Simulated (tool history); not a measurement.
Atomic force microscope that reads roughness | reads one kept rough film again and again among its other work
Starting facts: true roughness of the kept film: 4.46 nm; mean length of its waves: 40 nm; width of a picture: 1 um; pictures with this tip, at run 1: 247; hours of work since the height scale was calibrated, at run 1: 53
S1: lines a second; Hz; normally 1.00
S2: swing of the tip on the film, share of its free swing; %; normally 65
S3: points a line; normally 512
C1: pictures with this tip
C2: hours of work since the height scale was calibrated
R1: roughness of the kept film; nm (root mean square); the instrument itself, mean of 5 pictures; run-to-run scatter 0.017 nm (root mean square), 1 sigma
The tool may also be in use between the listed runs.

Run 1, day 0.000: usual settings; C1 247; C2 53. Result: R1 3.471 nm (root mean square).
Run 2, day 0.700: usual settings but S2 64 %; C1 274; C2 63. Result: R1 3.440 nm (root mean square).
At day 1.533: new tip fitted.
Run 3, day 1.579: usual settings but S2 64 %; C1 2; C2 76. Result: R1 4.007 nm (root mean square).
Run 4, day 2.150: usual settings but S1 2.09 Hz; C1 24; C2 84. Result: R1 3.764 nm (root mean square).
Run 5, day 2.975: usual settings but S1 2.09 Hz; C1 56; C2 96. Result: R1 3.688 nm (root mean square).
Run 6, day 3.588: usual settings but S1 2.09 Hz; C1 80; C2 105. Result: R1 3.655 nm (root mean square).
Run 7, day 4.479: usual settings but S1 1.71 Hz; C1 114; C2 118. Result: R1 3.649 nm (root mean square).
Run 8, day 4.967: usual settings; C1 133; C2 125. Result: R1 3.708 nm (root mean square).
Run 9, day 5.762: usual settings; C1 164; C2 137. Result: R1 3.655 nm (root mean square).
Run 10, day 6.492: usual settings but S2 67 %; C1 192; C2 148. Result: R1 3.549 nm (root mean square).
Run 11, day 7.096: usual settings; C1 216; C2 157. Result: R1 3.525 nm (root mean square).
Run 12, day 7.879: usual settings; C1 246; C2 168. Result: R1 3.492 nm (root mean square).
Run 13, day 8.512: usual settings; C1 271; C2 177. Result: R1 3.455 nm (root mean square).
Run 14, day 9.142: usual settings but S3 361; C1 296; C2 187. Result: R1 3.394 nm (root mean square).
At day 9.408: new tip fitted.
Run 15, day 9.783: usual settings; C1 15; C2 196. Result: R1 3.985 nm (root mean square).
Run 16, day 10.679: usual settings; C1 50; C2 209. Result: R1 3.839 nm (root mean square).
Run 17, day 11.233: usual settings; C1 71; C2 217. Result: R1 3.814 nm (root mean square).
Run 18, day 11.988: usual settings; C1 101; C2 228. Result: R1 3.773 nm (root mean square).
Run 19, day 12.846: usual settings but S3 284; C1 134; C2 241. Result: R1 3.721 nm (root mean square).
Run 20, day 13.792: usual settings but S3 284; C1 171; C2 255. Result: R1 3.606 nm (root mean square).
Run 21, day 14.554: usual settings but S3 284; C1 200; C2 266. Result: R1 3.565 nm (root mean square).
Run 22, day 15.142: usual settings; C1 223; C2 274. Result: R1 3.534 nm (root mean square).
Run 23, day 16.067: usual settings but S2 72 %; C1 259; C2 288. Result: R1 3.417 nm (root mean square).
Run 24, day 16.558: usual settings but S2 72 %; C1 278; C2 295. Result: R1 3.350 nm (root mean square).
At day 17.300: new tip fitted.
Run 25, day 17.567: usual settings; C1 11; C2 310. Result: R1 3.976 nm (root mean square).
Run 26, day 18.458: usual settings; C1 45; C2 323. Result: R1 3.925 nm (root mean square).
Run 27, day 18.942: usual settings but S1 3.87 Hz, S3 369; C1 64; C2 330. Result: R1 3.405 nm (root mean square).
Run 28, day 19.571: usual settings but S1 3.87 Hz, S3 369; C1 89; C2 339. Result: R1 3.369 nm (root mean square).
Run 29, day 20.262: usual settings but S1 3.87 Hz, S2 73 %, S3 369; C1 115; C2 349. Result: R1 3.024 nm (root mean square).
Run 30, day 21.050: usual settings but S1 1.83 Hz, S2 73 %, S3 593; C1 146; C2 361. Result: R1 3.392 nm (root mean square).
Run 31, day 21.658: usual settings but S1 1.83 Hz, S2 73 %, S3 593; C1 170; C2 370. Result: R1 3.351 nm (root mean square).
Run 32, day 22.575: usual settings but S1 2.69 Hz, S2 81 %; C1 205; C2 383. Result: R1 2.869 nm (root mean square).
Run 33, day 23.017: usual settings but S1 2.57 Hz, S2 67 %, S3 453; C1 223; C2 389. Result: R1 3.270 nm (root mean square).
Run 34, day 23.767: usual settings but S3 359; C1 252; C2 400. Result: R1 3.495 nm (root mean square).
Run 35, day 24.608: usual settings but S1 2.95 Hz, S2 71 %, S3 769; C1 284; C2 413. Result: R1 2.991 nm (root mean square).
At day 25.158: new tip fitted.
Run 36, day 25.342: usual settings but S1 2.95 Hz, S2 71 %, S3 769; C1 7; C2 423. Result: R1 3.487 nm (root mean square).
Run 37, day 26.062: usual settings but S1 2.95 Hz, S2 71 %, S3 769; C1 35; C2 434. Result: R1 3.454 nm (root mean square).
Run 38, day 27.033: usual settings but S1 0.66 Hz, S2 73 %, S3 769; C1 73; C2 448. Result: R1 3.841 nm (root mean square).
Run 39, day 27.750: usual settings but S1 0.66 Hz, S2 73 %, S3 769; C1 101; C2 459. Result: R1 3.784 nm (root mean square).
Run 40, day 28.683: usual settings but S2 57 %, S3 613; C1 137; C2 472. Result: R1 3.778 nm (root mean square).
Run 41, day 29.408: usual settings but S1 3.00 Hz, S2 68 %, S3 988; C1 165; C2 483. Result: R1 3.310 nm (root mean square).
Run 42, day 30.346: usual settings but S1 3.00 Hz, S2 87 %, S3 988; C1 202; C2 497. Result: R1 2.572 nm (root mean square).
Run 43, day 31.212: usual settings but S1 2.53 Hz, S2 66 %, S3 764; C1 235; C2 509. Result: R1 3.264 nm (root mean square).
Run 44, day 32.062: usual settings but S1 2.61 Hz; C1 269; C2 522. Result: R1 3.221 nm (root mean square).
At day 33.017: new tip fitted.
Run 45, day 33.088: usual settings but S2 60 %; C1 3; C2 536. Result: R1 4.035 nm (root mean square).
Run 46, day 33.862: usual settings but S1 3.84 Hz, S2 60 %, S3 597; C1 33; C2 548. Result: R1 3.662 nm (root mean square).
Run 47, day 34.312: usual settings but S1 3.84 Hz, S2 60 %, S3 597; C1 50; C2 554. Result: R1 3.597 nm (root mean square).
Run 48, day 34.942: usual settings but S1 3.84 Hz, S2 60 %, S3 597; C1 75; C2 564. Result: R1 3.542 nm (root mean square).
Run 49, day 35.546: usual settings but S1 3.84 Hz, S2 60 %, S3 597; C1 98; C2 573. Result: R1 3.486 nm (root mean square).
Run 50, day 36.046: usual settings but S1 2.69 Hz, S2 62 %, S3 741; C1 118; C2 580. Result: R1 3.550 nm (root mean square).
Run 51, day 36.517: usual settings but S2 83 %, S3 443; C1 136; C2 587. Result: R1 3.419 nm (root mean square).
Run 52, day 37.083: usual settings but S2 78 %, S3 689; C1 158; C2 595. Result: R1 3.475 nm (root mean square).

Hidden state or all else? Some run-to-run changes of R1, split into what the settings, what came in and random variation would give without the hidden state, and what is left for the hidden state (with any gauge scatter that isn't in both results):
What the log doesn't record here: radius of the tip, nm; height scale over the true one, %; drift of the gauge itself on roughness_nm, %.
Run 2 -> 3: new tip fitted. R1 +0.567 nm (root mean square): hidden state +0.585, all else -0.018.
Run 14 -> 15: S3 361 -> 512, new tip fitted. R1 +0.591 nm (root mean square): hidden state +0.585, all else +0.006.
Run 24 -> 25: S2 72 -> 65, new tip fitted. R1 +0.626 nm (root mean square): hidden state +0.534, all else +0.092.
Run 41 -> 42: S2 68 -> 87. R1 -0.738 nm (root mean square): hidden state +0.023, all else -0.761.
Run 42 -> 43: S1 3.00 -> 2.53, S2 87 -> 66, S3 988 -> 764. R1 +0.692 nm (root mean square): hidden state -0.158, all else +0.850.
Run 44 -> 45: S1 2.61 -> 1.00, S2 65 -> 60, new tip fitted. R1 +0.814 nm (root mean square): hidden state +0.510, all else +0.304.
